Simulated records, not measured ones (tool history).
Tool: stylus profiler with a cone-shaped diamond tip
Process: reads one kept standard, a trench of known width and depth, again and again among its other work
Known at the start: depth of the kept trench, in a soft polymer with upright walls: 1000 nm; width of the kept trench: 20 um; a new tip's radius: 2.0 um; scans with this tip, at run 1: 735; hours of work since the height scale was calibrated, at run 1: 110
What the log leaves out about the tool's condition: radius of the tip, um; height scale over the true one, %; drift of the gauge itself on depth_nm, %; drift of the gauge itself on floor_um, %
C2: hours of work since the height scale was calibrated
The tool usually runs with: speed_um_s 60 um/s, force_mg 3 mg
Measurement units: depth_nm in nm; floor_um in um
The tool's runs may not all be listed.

run 1 day=0 | speed_um_s=60 force_mg=3 | scans_with_this_tip=735 C2=110 | depth_nm=1011.99 floor_um=16.3
run 2 day=0.758 | speed_um_s=60 force_mg=3 | scans_with_this_tip=816 C2=122 | depth_nm=1011.98 floor_um=16.32
run 3 day=1.208 | speed_um_s=60 force_mg=3 | scans_with_this_tip=865 C2=129 | depth_nm=1012.02 floor_um=16.31
run 4 day=1.596 | speed_um_s=60 force_mg=4.21 | scans_with_this_tip=906 C2=135 | depth_nm=1014.89 floor_um=16.35
run 5 day=1.958 | speed_um_s=60 force_mg=4.21 | scans_with_this_tip=945 C2=141 | depth_nm=1015.3 floor_um=16.37
run 6 day=2.325 | speed_um_s=60 force_mg=4.21 | scans_with_this_tip=984 C2=147 | depth_nm=1015.21 floor_um=16.4
run 7 day=2.858 | speed_um_s=60 force_mg=4.21 | scans_with_this_tip=1042 C2=155 | depth_nm=1014.93 floor_um=16.35
run 8 day=3.608 | speed_um_s=60 force_mg=4.21 | scans_with_this_tip=1122 C2=167 | depth_nm=1015.14 floor_um=16.34
run 9 day=4.146 | speed_um_s=60 force_mg=3 | scans_with_this_tip=1180 C2=176 | depth_nm=1012 floor_um=16.35
run 10 day=4.462 | speed_um_s=24 force_mg=3 | scans_with_this_tip=1214 C2=181 | depth_nm=1012.37 floor_um=16.43
run 11 day=5.192 | speed_um_s=24 force_mg=3 | scans_with_this_tip=1292 C2=193 | depth_nm=1012.15 floor_um=16.43
run 12 day=5.954 | speed_um_s=24 force_mg=3 | scans_with_this_tip=1374 C2=205 | depth_nm=1012.12 floor_um=16.43
run 13 day=6.483 | speed_um_s=24 force_mg=3 | scans_with_this_tip=1431 C2=213 | depth_nm=1012.26 floor_um=16.45
run 14 day=7.212 | speed_um_s=24 force_mg=3 | scans_with_this_tip=1509 C2=225 | depth_nm=1011.57 floor_um=16.45
run 15 day=7.625 | speed_um_s=64 force_mg=1.18 | scans_with_this_tip=1553 C2=232 | depth_nm=1006.41 floor_um=16.09
run 16 day=8.308 | speed_um_s=75 force_mg=2.32 | scans_with_this_tip=1627 C2=243 | depth_nm=1009.87 floor_um=16.25
run 17 day=8.692 | speed_um_s=156 force_mg=1.4 | scans_with_this_tip=1668 C2=249 | depth_nm=1006.86 floor_um=15.63
run 18 day=9.046 | speed_um_s=156 force_mg=1.4 | scans_with_this_tip=1706 C2=254 | depth_nm=1007.16 floor_um=15.63

Run 19 is up next; what results do you expect?
run 19 day=9.392 | speed_um_s=35 force_mg=5.02 | scans_with_this_tip=1743 C2=260 | depth_nm=? floor_um=?

Logged for run 19: depth_nm 1016.92 nm, floor_um 16.47 um.
The same run, on a tool lacking any hidden state, would have yielded depth_nm 1016.91 nm, floor_um 16.48 um.
